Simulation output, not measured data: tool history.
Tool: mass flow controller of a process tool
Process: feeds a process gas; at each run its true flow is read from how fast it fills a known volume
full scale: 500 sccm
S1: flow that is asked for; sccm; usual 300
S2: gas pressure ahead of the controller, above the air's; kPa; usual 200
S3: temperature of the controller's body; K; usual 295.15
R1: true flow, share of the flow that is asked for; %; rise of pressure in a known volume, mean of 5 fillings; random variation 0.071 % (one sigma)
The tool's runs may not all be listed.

run,day,S1,S2,S3,R1
1,0.000,300,200,295.15,99.78
2,6.608,300,200,295.15,99.78
3,13.833,300,200,295.15,99.82
4,24.338,300,200,295.15,99.80
5,31.750,300,200,295.15,99.84
6,39.096,75,200,295.15,101.98
7,44.942,79,200,295.15,101.83
8,54.804,79,200,295.15,101.92
9,62.238,300,200,295.15,99.75
10,71.933,51,200,295.15,104.31
11,77.867,317,200,295.15,99.84
12,85.458,317,200,295.15,99.81
13,93.833,317,200,295.15,99.79
14,103.321,300,200,304.15,99.33
15,109.358,300,200,304.15,99.48
16,117.779,300,200,304.15,99.26
17,123.225,300,200,295.15,99.90
18,130.542,300,205,295.15,99.89
19,136.058,300,200,295.15,99.91
20,142.083,300,200,313.15,98.99
21,151.871,300,200,313.15,99.09
22,158.788,300,200,313.15,99.00
23,165.883,300,168,294.15,99.89
24,173.762,300,237,294.15,99.87
25,181.096,111,272,293.15,101.68
26,191.012,300,201,301.15,99.71
27,198.808,124,201,309.15,100.79
28,206.112,253,191,305.15,99.58
29,213.067,191,253,309.15,97.51
30,222.358,191,270,309.15,97.48
31,228.333,426,182,301.15,98.64
32,233.825,426,182,301.15,98.69
33,238.979,82,146,301.15,98.25
34,249.292,82,146,305.15,98.24
35,257.638,250,152,299.15,98.25
36,266.875,61,255,299.15,98.86
37,275.138,241,260,295.15,98.53
38,282.492,214,200,303.15,98.07
39,286.883,236,200,295.15,98.47
40,293.225,300,212,295.15,98.64
41,299.075,300,278,297.15,98.55
42,307.258,300,278,297.15,98.37
43,317.571,375,169,298.15,98.66
44,327.671,375,200,295.15,98.74

Not shown: 1 entry that the log had between the listed runs. Between which runs, and how does the tool's hidden state differ before and after?
Between runs 28 and 29: controller's zero set anew (day 208.838)
  flow at rest that the sensor doesn't see, % of full scale: 0.936 -> 0.112; true flow over the shown one, %: -1.11 -> -1.13
  measured less the result without the state, R1: +0.74 -> -0.84 %
